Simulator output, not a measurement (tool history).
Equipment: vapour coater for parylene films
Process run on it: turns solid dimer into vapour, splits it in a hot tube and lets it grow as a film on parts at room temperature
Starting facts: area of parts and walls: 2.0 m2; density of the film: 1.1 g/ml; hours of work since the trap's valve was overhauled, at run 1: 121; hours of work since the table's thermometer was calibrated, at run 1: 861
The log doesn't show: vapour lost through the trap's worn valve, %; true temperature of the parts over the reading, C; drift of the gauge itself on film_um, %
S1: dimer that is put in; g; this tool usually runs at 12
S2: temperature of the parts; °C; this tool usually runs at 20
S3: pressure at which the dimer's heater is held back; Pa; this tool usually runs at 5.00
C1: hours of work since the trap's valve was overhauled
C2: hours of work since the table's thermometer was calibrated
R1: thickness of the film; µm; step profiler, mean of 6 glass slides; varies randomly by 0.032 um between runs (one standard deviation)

run 1 hour=0.0 | S1=12 S2=20 S3=5.00 | C1=121 C2=861 | R1=2.92
run 2 hour=28.0 | S1=12 S2=20 S3=5.00 | C1=138 C2=879 | R1=2.90
run 3 hour=60.5 | S1=12 S2=20 S3=5.00 | C1=158 C2=898 | R1=2.93
run 4 hour=84.6 | S1=12 S2=20 S3=5.00 | C1=173 C2=913 | R1=2.84
run 5 hour=121.7 | S1=12 S2=20 S3=5.00 | C1=195 C2=936 | R1=2.94
run 6 hour=152.6 | S1=12 S2=20 S3=5.00 | C1=214 C2=954 | R1=2.85
run 7 hour=201.9 | S1=12 S2=20 S3=5.00 | C1=244 C2=984 | R1=2.76
run 8 hour=243.5 | S1=12 S2=20 S3=5.00 | C1=270 C2=1010 | R1=2.79
run 9 hour=293.5 | S1=12 S2=29 S3=5.00 | C1=300 C2=1040 | R1=2.21
-- hour=336.1 trap's valve overhauled
run 10 hour=349.1 | S1=12 S2=20 S3=2.22 | C1=8 C2=1072 | R1=2.82
run 11 hour=379.1 | S1=11 S2=20 S3=5.00 | C1=26 C2=1090 | R1=2.42
run 12 hour=407.8 | S1=12 S2=20 S3=5.80 | C1=44 C2=1107 | R1=2.65
-- hour=438.6 trap's valve overhauled, once more
run 13 hour=464.6 | S1=12 S2=20 S3=5.80 | C1=16 C2=1140 | R1=3.04
run 14 hour=502.5 | S1=12 S2=13 S3=5.00 | C1=39 C2=1163 | R1=3.59
run 15 hour=539.7 | S1=12 S2=20 S3=5.00 | C1=62 C2=1185 | R1=2.98
run 16 hour=581.4 | S1=12 S2=20 S3=5.00 | C1=87 C2=1211 | R1=2.97
run 17 hour=608.8 | S1=12 S2=20 S3=5.00 | C1=104 C2=1227 | R1=2.93
run 18 hour=645.5 | S1=12 S2=20 S3=5.00 | C1=126 C2=1250 | R1=2.96
run 19 hour=696.1 | S1=12 S2=20 S3=6.30 | C1=157 C2=1281 | R1=2.84
run 20 hour=722.4 | S1=12 S2=20 S3=6.30 | C1=173 C2=1297 | R1=2.83
run 21 hour=762.2 | S1=12 S2=20 S3=5.00 | C1=197 C2=1321 | R1=2.88
run 22 hour=798.2 | S1=12 S2=14 S3=5.00 | C1=219 C2=1343 | R1=3.28
run 23 hour=849.5 | S1=12 S2=26 S3=5.00 | C1=250 C2=1374 | R1=2.39
run 24 hour=873.6 | S1=12 S2=20 S3=5.00 | C1=265 C2=1389 | R1=2.80
run 25 hour=905.1 | S1=7 S2=31 S3=8.16 | C1=284 C2=1408 | R1=1.18
run 26 hour=933.5 | S1=12 S2=20 S3=5.00 | C1=301 C2=1425 | R1=2.77
-- hour=975.6 trap's valve overhauled
run 27 hour=978.1 | S1=21 S2=20 S3=6.56 | C1=2 C2=1450 | R1=5.17
run 28 hour=1013.5 | S1=6 S2=31 S3=2.15 | C1=23 C2=1472 | R1=1.18
run 29 hour=1047.7 | S1=6 S2=31 S3=2.15 | C1=44 C2=1492 | R1=1.21
run 30 hour=1095.4 | S1=6 S2=31 S3=2.15 | C1=73 C2=1521 | R1=1.16
run 31 hour=1139.8 | S1=6 S2=15 S3=8.03 | C1=100 C2=1548 | R1=1.66
run 32 hour=1166.9 | S1=8 S2=23 S3=5.00 | C1=116 C2=1565 | R1=1.82
run 33 hour=1225.7 | S1=12 S2=13 S3=3.28 | C1=152 C2=1601 | R1=3.48
run 34 hour=1254.3 | S1=13 S2=16 S3=7.33 | C1=170 C2=1618 | R1=3.34
run 35 hour=1289.8 | S1=14 S2=12 S3=11.55 | C1=191 C2=1640 | R1=3.84
-- hour=1305.3 table's thermometer calibrated
run 36 hour=1336.1 | S1=17 S2=21 S3=2.74 | C1=219 C2=19 | R1=4.09
run 37 hour=1377.5 | S1=19 S2=27 S3=5.00 | C1=244 C2=44 | R1=3.77
run 38 hour=1415.4 | S1=12 S2=19 S3=4.99 | C1=267 C2=67 | R1=2.95
run 39 hour=1466.0 | S1=12 S2=19 S3=4.99 | C1=298 C2=98 | R1=2.93
run 40 hour=1502.6 | S1=11 S2=27 S3=5.00 | C1=320 C2=120 | R1=2.14
-- hour=1512.1 trap's valve overhauled
run 41 hour=1550.5 | S1=11 S2=27 S3=5.00 | C1=23 C2=147 | R1=2.39
run 42 hour=1578.0 | S1=11 S2=27 S3=5.00 | C1=40 C2=164 | R1=2.37
run 43 hour=1627.6 | S1=11 S2=27 S3=5.00 | C1=70 C2=194 | R1=2.32
run 44 hour=1652.9 | S1=6 S2=21 S3=3.15 | C1=86 C2=209 | R1=1.48
run 45 hour=1693.3 | S1=12 S2=21 S3=4.24 | C1=110 C2=234 | R1=2.97
run 46 hour=1745.0 | S1=12 S2=21 S3=4.24 | C1=142 C2=265 | R1=2.92
run 47 hour=1799.3 | S1=12 S2=21 S3=4.24 | C1=175 C2=298 | R1=2.88

Predict each of these 4 candidate next runs independently; none follows another, all start after run 47:
run A hour=1843.6 | S1=12 S2=23 S3=7.49 | C1=202 C2=325 | R1=?
run B hour=1843.6 | S1=17 S2=21 S3=4.40 | C1=202 C2=325 | R1=?
run C hour=1843.6 | S1=11 S2=17 S3=5.00 | C1=202 C2=325 | R1=?
run D hour=1843.6 | S1=7 S2=21 S3=4.24 | C1=202 C2=325 | R1=?

run=A R1=2.55
run=B R1=4.08
run=C R1=2.89
run=D R1=1.67
Without the tool's hidden state the same runs would have given:
run=A R1=2.74
run=B R1=4.38
run=C R1=3.10
run=D R1=1.80

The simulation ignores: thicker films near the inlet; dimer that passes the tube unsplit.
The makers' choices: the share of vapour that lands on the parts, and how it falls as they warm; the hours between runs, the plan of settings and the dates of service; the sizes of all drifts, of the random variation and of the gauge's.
